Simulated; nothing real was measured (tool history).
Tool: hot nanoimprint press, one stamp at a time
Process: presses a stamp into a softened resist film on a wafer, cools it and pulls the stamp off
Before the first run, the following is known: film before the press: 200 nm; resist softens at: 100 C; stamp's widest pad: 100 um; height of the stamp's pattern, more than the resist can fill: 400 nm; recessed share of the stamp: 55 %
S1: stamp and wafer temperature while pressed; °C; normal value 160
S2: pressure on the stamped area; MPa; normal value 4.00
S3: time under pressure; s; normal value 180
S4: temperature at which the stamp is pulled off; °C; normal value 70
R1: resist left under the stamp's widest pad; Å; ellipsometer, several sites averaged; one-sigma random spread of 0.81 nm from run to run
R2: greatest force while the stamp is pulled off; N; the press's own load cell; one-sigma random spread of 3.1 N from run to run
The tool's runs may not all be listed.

run	hour	S1	S2	S3	S4	R1	R2
1	0.0	160	4.00	180	70	1114	232
2	23.7	160	4.00	180	70	1134	232
3	38.3	160	4.00	180	70	1124	232
4	70.2	160	4.00	180	70	1139	245
5	102.4	160	4.00	180	70	1135	240
# hour 110.1: stamp cleaned and given a new release coat
6	123.0	160	4.00	180	70	1154	226
7	136.7	160	4.00	180	70	1144	228
8	155.6	160	4.00	180	70	1139	228
9	187.5	160	4.00	180	70	1148	245
10	216.5	160	4.00	124	70	1297	245
11	236.8	160	4.00	124	70	1308	245
# hour 241.7: plate thermocouple calibrated
# hour 258.9: stamp cleaned and given a new release coat
12	272.7	160	4.00	124	70	1362	230
13	287.3	160	4.00	124	70	1384	230
14	306.7	160	4.00	124	70	1362	230
15	326.6	160	4.00	180	70	1258	242
16	349.7	160	2.44	180	70	1430	238
17	374.5	172	2.44	180	64	813	266
# hour 399.3: plate thermocouple calibrated, once more
# hour 407.3: stamp cleaned and given a new release coat
18	407.5	151	2.50	180	70	1708	217
19	426.8	155	3.94	180	70	1363	222
20	456.9	160	4.11	180	70	1080	231
21	489.4	160	4.11	180	70	1059	230
22	512.2	160	4.11	180	70	1077	241
23	528.1	160	4.11	180	70	1076	243
# hour 550.8: stamp cleaned and given a new release coat
24	552.5	160	4.11	180	70	1080	221
25	580.5	168	4.11	108	70	867	228
26	602.4	168	3.01	180	70	803	221
27	620.8	148	3.66	114	57	1823	271
28	650.2	160	4.39	180	60	1067	272
29	679.6	171	4.39	180	70	577	242

4 options for the next run, each taken on its own from the tool as it stands now. Forecast them:
# hour 696.6: stamp cleaned and given a new release coat
A	715.7	171	4.63	180	70	?	?
# hour 696.6: stamp cleaned and given a new release coat
B	715.7	160	4.59	266	58	?	?
# hour 696.6: stamp cleaned and given a new release coat
C	715.7	160	4.00	223	70	?	?
# hour 696.6: stamp cleaned and given a new release coat
D	715.7	149	4.39	194	56	?	?

run	R1	R2
A	575	230
B	927	267
C	1055	232
D	1655	269
Without the tool's unlogged condition, the same runs would have read:
run	R1	R2
A	535	224
B	863	261
C	989	226
D	1601	262
